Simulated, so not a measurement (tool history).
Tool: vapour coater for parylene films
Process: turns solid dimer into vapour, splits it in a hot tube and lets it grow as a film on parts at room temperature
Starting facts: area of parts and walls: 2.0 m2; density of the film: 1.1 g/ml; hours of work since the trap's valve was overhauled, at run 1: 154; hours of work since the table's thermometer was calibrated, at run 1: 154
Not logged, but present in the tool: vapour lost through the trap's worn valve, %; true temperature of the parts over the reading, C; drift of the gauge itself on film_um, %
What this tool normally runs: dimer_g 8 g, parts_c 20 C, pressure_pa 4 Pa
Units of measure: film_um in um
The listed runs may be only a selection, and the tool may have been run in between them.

run   hour  dimer_g  parts_c  pressure_pa  hours of work since the trap's valve was overhauled  hours of work since the table's thermometer was calibrated  film_um
  1      0        8       20            4                                                  154                                                         154     2.87
  2   17.7        8       15            4                                                  169                                                         169      3.3
  3   50.7        8       15         3.98                                                  198                                                         198     3.32
  4   84.2        8       20            4                                                  227                                                         227     2.85
  5  109.3        8       30            4                                                  249                                                         249     2.12
  6  127.5        8       20            4                                                  265                                                         265     2.84
  7  143.3        8       20            4                                                  279                                                         279     2.84
  8  175.7        8       20            4                                                  307                                                         307     2.83
  9  195.7        8       17            4                                                  324                                                         324     3.09
 10  223.6        8       17            4                                                  349                                                         349     3.06
 11  238.3        8       18            4                                                  362                                                         362     2.99
 12  262.2        8       18            4                                                  382                                                         382     2.95
 13  278.3        8       20            4                                                  397                                                         397      2.8
 14  301.3       11       20            4                                                  417                                                         417     3.83
 15  324.2       11       20            4                                                  437                                                         437     3.84
 16  352.7        8       20            4                                                  461                                                         461     2.78
       364  -- trap's valve overhauled
 17  385.7        8       20            4                                                   19                                                         487     2.91
 18  400.8        7       14         9.48                                                   32                                                         500     2.81
 19  433.6        9       20         2.86                                                   61                                                         528     3.38
 20  461.1        5       18         4.13                                                   85                                                         553     1.93
 21  488.3       13       17        11.57                                                  108                                                         576     4.68
 22  502.8        7       25         2.43                                                  121                                                         589     2.31
 23  532.6        7       25         2.43                                                  147                                                         615     2.28
 24  553.4        7       25         2.43                                                  165                                                         633     2.29
 25  579.6        8       31            4                                                  188                                                         656      2.1
 26  613.1       14       31         4.51                                                  217                                                         685     3.65
 27  644.2        8       21         4.32                                                  244                                                         712     2.76
 28  664.2        8       21         4.32                                                  262                                                         730     2.76
 29  697.3        5       24         8.37                                                  291                                                         759      1.5
 30  720.1        5       24         8.37                                                  311                                                         778     1.48
 31  750.4        5       19         2.17                                                  337                                                         805     1.93

What if the next run were any one of these 4? Each begins from the tool's condition after run 31:
  A  765.4        4       25         9.86                                                  350                                                         818        ?
  B  765.4        7       19         9.33                                                  350                                                         818        ?
  C  765.4        8       19         9.46                                                  350                                                         818        ?
  D  765.4       13       12         3.79                                                  350                                                         818        ?

run  film_um
  A     1.14
  B     2.36
  C      2.7
  D     5.59
Stripped of hidden state, with their random variation kept, the same runs would have yielded:
run  film_um
  A     1.19
  B     2.48
  C     2.83
  D     5.79

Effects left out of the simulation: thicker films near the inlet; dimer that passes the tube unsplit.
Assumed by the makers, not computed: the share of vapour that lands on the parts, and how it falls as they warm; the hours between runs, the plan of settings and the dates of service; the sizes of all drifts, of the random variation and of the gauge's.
